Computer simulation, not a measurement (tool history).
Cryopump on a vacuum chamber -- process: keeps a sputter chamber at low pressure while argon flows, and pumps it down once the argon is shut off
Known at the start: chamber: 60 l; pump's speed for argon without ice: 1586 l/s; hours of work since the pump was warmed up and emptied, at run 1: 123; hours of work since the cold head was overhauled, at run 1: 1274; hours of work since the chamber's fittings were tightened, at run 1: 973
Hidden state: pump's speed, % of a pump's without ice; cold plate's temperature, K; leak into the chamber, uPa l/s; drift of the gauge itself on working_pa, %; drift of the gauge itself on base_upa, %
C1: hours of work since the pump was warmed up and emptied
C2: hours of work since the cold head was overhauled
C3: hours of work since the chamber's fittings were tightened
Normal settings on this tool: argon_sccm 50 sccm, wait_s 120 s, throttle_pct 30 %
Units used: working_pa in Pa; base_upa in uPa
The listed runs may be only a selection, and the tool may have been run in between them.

run 1 hour=0 | argon_sccm=50 wait_s=120 throttle_pct=30 | C1=123 C2=1274 C3=973 | working_pa=0.1812 base_upa=1.5
run 2 hour=104.8 | argon_sccm=50 wait_s=120 throttle_pct=30 | C1=204 C2=1355 C3=1053 | working_pa=0.1822 base_upa=1.56
run 3 hour=163.6 | argon_sccm=50 wait_s=32 throttle_pct=30 | C1=249 C2=1400 C3=1098 | working_pa=0.1824 base_upa=3.3
run 4 hour=244 | argon_sccm=50 wait_s=279 throttle_pct=30 | C1=311 C2=1462 C3=1160 | working_pa=0.1831 base_upa=1.41
run 5 hour=316.8 | argon_sccm=50 wait_s=217 throttle_pct=30 | C1=367 C2=1518 C3=1216 | working_pa=0.1855 base_upa=1.46
run 6 hour=394.1 | argon_sccm=80 wait_s=120 throttle_pct=30 | C1=426 C2=1577 C3=1276 | working_pa=0.2961 base_upa=1.82
run 7 hour=470 | argon_sccm=50 wait_s=25 throttle_pct=30 | C1=484 C2=1635 C3=1334 | working_pa=0.1877 base_upa=4.22
run 8 hour=543.3 | argon_sccm=50 wait_s=25 throttle_pct=30 | C1=541 C2=1691 C3=1390 | working_pa=0.1882 base_upa=4.25
run 9 hour=587.7 | argon_sccm=50 wait_s=100 throttle_pct=30 | C1=575 C2=1726 C3=1424 | working_pa=0.19 base_upa=2.12
run 10 hour=632.6 | argon_sccm=50 wait_s=100 throttle_pct=36 | C1=609 C2=1760 C3=1459 | working_pa=0.1618 base_upa=2.17
run 11 hour=726 | argon_sccm=50 wait_s=120 throttle_pct=30 | C1=681 C2=1832 C3=1530 | working_pa=0.1928 base_upa=2.18
run 12 hour=781.2 | argon_sccm=50 wait_s=120 throttle_pct=30 | C1=723 C2=1874 C3=1573 | working_pa=0.193 base_upa=2.21
run 13 hour=861 | argon_sccm=50 wait_s=120 throttle_pct=30 | C1=785 C2=1935 C3=1634 | working_pa=0.1965 base_upa=2.28
run 14 hour=958.6 | argon_sccm=50 wait_s=242 throttle_pct=30 | C1=859 C2=2010 C3=1709 | working_pa=0.1964 base_upa=2.18
run 15 hour=1015.6 | argon_sccm=32 wait_s=242 throttle_pct=30 | C1=903 C2=2054 C3=1753 | working_pa=0.1278 base_upa=2.24
run 16 hour=1086.8 | argon_sccm=23 wait_s=120 throttle_pct=30 | C1=958 C2=2109 C3=1808 | working_pa=0.0924 base_upa=2.5
run 17 hour=1160.4 | argon_sccm=23 wait_s=120 throttle_pct=30 | C1=1014 C2=2165 C3=1864 | working_pa=0.0929 base_upa=2.7
run 18 hour=1256 | argon_sccm=66 wait_s=120 throttle_pct=24 | C1=1088 C2=2239 C3=1938 | working_pa=0.3261 base_upa=2.76
-- hour=1276.8 pump warmed up, emptied and cooled again
run 19 hour=1342.3 | argon_sccm=66 wait_s=120 throttle_pct=24 | C1=50 C2=2301 C3=2000 | working_pa=0.2965 base_upa=2.13
run 20 hour=1433.9 | argon_sccm=27 wait_s=42 throttle_pct=21 | C1=121 C2=2372 C3=2070 | working_pa=0.1388 base_upa=3.34
run 21 hour=1538.6 | argon_sccm=27 wait_s=42 throttle_pct=21 | C1=201 C2=2452 C3=2151 | working_pa=0.1391 base_upa=3.54
run 22 hour=1601.2 | argon_sccm=80 wait_s=136 throttle_pct=39 | C1=249 C2=2500 C3=2199 | working_pa=0.2292 base_upa=2.33
run 23 hour=1682.3 | argon_sccm=80 wait_s=136 throttle_pct=39 | C1=311 C2=2562 C3=2261 | working_pa=0.2299 base_upa=2.41
run 24 hour=1744.9 | argon_sccm=50 wait_s=120 throttle_pct=29 | C1=360 C2=2611 C3=2309 | working_pa=0.1918 base_upa=2.6
run 25 hour=1851.8 | argon_sccm=50 wait_s=120 throttle_pct=29 | C1=442 C2=2693 C3=2391 | working_pa=0.1934 base_upa=2.65
run 26 hour=1951.4 | argon_sccm=50 wait_s=120 throttle_pct=28 | C1=518 C2=2769 C3=2468 | working_pa=0.1996 base_upa=2.81
run 27 hour=2056.6 | argon_sccm=82 wait_s=120 throttle_pct=28 | C1=599 C2=2850 C3=2549 | working_pa=0.3328 base_upa=3
run 28 hour=2103.7 | argon_sccm=82 wait_s=120 throttle_pct=28 | C1=635 C2=2886 C3=2585 | working_pa=0.3368 base_upa=2.91
run 29 hour=2198 | argon_sccm=68 wait_s=103 throttle_pct=28 | C1=707 C2=2958 C3=2657 | working_pa=0.2791 base_upa=3.15
run 30 hour=2304.7 | argon_sccm=62 wait_s=27 throttle_pct=56 | C1=789 C2=3040 C3=2739 | working_pa=0.1404 base_upa=5.37
run 31 hour=2370 | argon_sccm=37 wait_s=48 throttle_pct=44 | C1=840 C2=3091 C3=2789 | working_pa=0.1028 base_upa=4.35
run 32 hour=2413.9 | argon_sccm=50 wait_s=47 throttle_pct=26 | C1=873 C2=3124 C3=2823 | working_pa=0.224 base_upa=4.35
run 33 hour=2470.8 | argon_sccm=22 wait_s=126 throttle_pct=37 | C1=917 C2=3168 C3=2867 | working_pa=0.074 base_upa=3.52

Across each entry between runs, compare the hidden state at the last listed run before it with the hidden state at the first listed run after it:
Run 18 -> run 19: pump warmed up, emptied and cooled again (hour 1276.8)
  pump's speed, % of a pump's without ice: 68.3 -> 98.6; cold plate's temperature, K: 12.96 -> 12.98; leak into the chamber, uPa l/s: 2343 -> 2404
  measured minus no-state result, working_pa: +0.0345 -> +0.0025 Pa; base_upa: +2 -> +1.36 uPa
